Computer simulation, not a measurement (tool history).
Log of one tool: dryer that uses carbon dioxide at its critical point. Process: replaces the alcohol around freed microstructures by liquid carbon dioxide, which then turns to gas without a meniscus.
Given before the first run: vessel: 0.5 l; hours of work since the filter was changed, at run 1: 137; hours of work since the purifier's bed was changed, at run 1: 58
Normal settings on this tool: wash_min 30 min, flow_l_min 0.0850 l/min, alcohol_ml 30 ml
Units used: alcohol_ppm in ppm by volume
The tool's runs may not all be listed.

run    hour  wash_min  flow_l_min  alcohol_ml  hours of work since the filter was changed  hours of work since the purifier's bed was changed  alcohol_ppm
  1     0.0        30      0.0850          30                                         137                                                  58          452
  2    54.0        30      0.0850          30                                         161                                                  82          453
  3   111.1        44      0.0850          30                                         187                                                 107           56
  4   152.8        30      0.0850          30                                         206                                                 126          465
  5   212.9        30      0.0850          30                                         232                                                 153          501
  6   273.1        30      0.0850          28                                         259                                                 180          470
  7   333.4        48      0.0850          30                                         286                                                 207           46
  8   387.6        30      0.0850          30                                         310                                                 231          526
  9   430.0        30      0.0850          30                                         329                                                 250          542
 10   485.8        30      0.0850          30                                         354                                                 275          553
 11   520.1        30      0.0850          30                                         369                                                 290          566
 12   569.0        30      0.0684          30                                         391                                                 312         1500
 13   612.5        30      0.0889          30                                         411                                                 331          470
      653.0  -- inlet filter changed
 14   654.5        21      0.0889          30                                           1                                                 349         1515
 15   699.6        30      0.0850          41                                          21                                                 369          537
 16   756.4        30      0.0850          30                                          46                                                 395          432
 17   796.4        30      0.0850          30                                          64                                                 413          449
 18   822.6        30      0.0850          30                                          76                                                 424          443
 19   850.8        30      0.0850          30                                          88                                                 437          441
 20   908.0        30      0.0850          30                                         114                                                 462          471
 21   950.9        30      0.0850          31                                         133                                                 482          477
 22  1012.0        37      0.0850          30                                         160                                                 509          180
 23  1043.4        30      0.0850          30                                         174                                                 523          492
 24  1072.8        30      0.0850          30                                         187                                                 536          483
 25  1117.5        30      0.0850          32                                         207                                                 556          534
 26  1155.8        32      0.1143          22                                         224                                                 573           83
 27  1205.2        20      0.0850          63                                         246                                                 595         5006
 28  1267.5        20      0.0850          63                                         274                                                 623         5175
 29  1305.0        20      0.0850          60                                         291                                                 639         4774
 30  1350.7        36      0.0756          47                                         311                                                 660          634
 31  1405.9        32      0.0570          39                                         336                                                 684         2830
 32  1459.1        18      0.0850          30                                         359                                                 708         3642
 33  1512.4        18      0.0850          30                                         383                                                 732         3627
 34  1552.0        18      0.0717          64                                         401                                                 750        12285
 35  1578.0        18      0.0717          64                                         413                                                 761        12300
 36  1606.2        18      0.0717          64                                         425                                                 774        11982
     1615.4  -- inlet filter changed
 37  1662.5        18      0.0717          64                                          21                                                 798         9750
 38  1725.5        26      0.0814          84                                          49                                                 826         2596
 39  1775.6        26      0.0814          84                                          71                                                 849         2648
 40  1838.7        26      0.0814          84                                         100                                                 877         2771
 41  1868.2        26      0.0814          84                                         113                                                 890         2750
 42  1898.6        46      0.0850          87                                         126                                                 904          149
     1949.3  -- purifier's bed changed
 43  1958.4        30      0.0560          23                                         152                                                   4         1849
 44  2021.8        30      0.0560          23                                         180                                                  32         2003
 45  2065.8        30      0.0560          23                                         200                                                  52         1922

Some steps in alcohol_ppm between neighbouring runs. How much of each would the tool show without its hidden state too (settings, what came in, random variation), and how much is left for the hidden state, with any gauge scatter that isn't in both results?
Hidden conditions of the tool in this case: flow that reaches the vessel past the clogged filter, %; alcohol in the recycled carbon dioxide, ppm; drift of the gauge itself on alcohol_ppm, %.
Run 26 -> 27: wash_min 32 -> 20, flow_l_min 0.1143 -> 0.0850, alcohol_ml 22 -> 63. alcohol_ppm +4923 ppm by volume: hidden state +783, all else +4140.
Run 33 -> 34: flow_l_min 0.0850 -> 0.0717, alcohol_ml 30 -> 64. alcohol_ppm +8658 ppm by volume: hidden state +1475, all else +7183.
Run 36 -> 37: inlet filter changed. alcohol_ppm -2232 ppm by volume: hidden state -2110, all else -122.
Run 37 -> 38: wash_min 18 -> 26, flow_l_min 0.0717 -> 0.0814, alcohol_ml 64 -> 84. alcohol_ppm -7154 ppm by volume: hidden state -29, all else -7125.
